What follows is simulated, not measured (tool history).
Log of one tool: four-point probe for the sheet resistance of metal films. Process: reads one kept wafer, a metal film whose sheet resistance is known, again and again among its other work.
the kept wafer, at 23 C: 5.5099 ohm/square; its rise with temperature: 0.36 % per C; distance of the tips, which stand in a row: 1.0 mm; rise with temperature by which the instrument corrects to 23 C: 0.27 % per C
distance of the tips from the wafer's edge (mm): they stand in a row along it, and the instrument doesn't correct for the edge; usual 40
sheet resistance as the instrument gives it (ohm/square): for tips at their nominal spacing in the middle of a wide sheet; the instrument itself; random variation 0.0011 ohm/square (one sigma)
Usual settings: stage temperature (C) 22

run	hour	stage temperature (C)	distance of the tips from the wafer's edge (mm)	sheet resistance as the instrument gives it (ohm/square)
1	0.0	22	40	5.480615
2	33.4	22	40	5.481211
3	68.4	32	40	5.533028
4	91.2	23	40	5.484291
5	127.1	22	7	5.535614
6	146.7	22	7	5.536251
7	180.9	22	7	5.535873
8	217.3	22	7	5.536834
# hour 221.4: stage's thermometer calibrated
9	234.7	22	7	5.534555
10	263.3	22	7	5.533019
11	281.7	22	7	5.533761
12	320.4	22	7	5.530353
# hour 324.1: stage's thermometer calibrated, once more
13	351.9	22	7	5.527446
14	368.4	21	40	5.463893
15	392.2	22	36	5.470204
16	421.1	28	33	5.501178
17	455.7	28	33	5.500834
18	483.6	22	51	5.463290
19	512.5	33	6	5.604332
20	530.0	33	6	5.602499
21	554.8	22	31	5.465774
22	587.7	22	31	5.464577
23	611.7	23	28	5.470719

3 ways to go on from here, each from the tool as it stands after run 23. What would each give?
A	630.1	23	6	?
B	630.1	20	10	?
C	630.1	19	39	?

run	sheet resistance as the instrument gives it (ohm/square)
A	5.547871
B	5.479275
C	5.444676
Without the tool's hidden state the same runs would have given:
run	sheet resistance as the instrument gives it (ohm/square)
A	5.592381
B	5.523277
C	5.488420
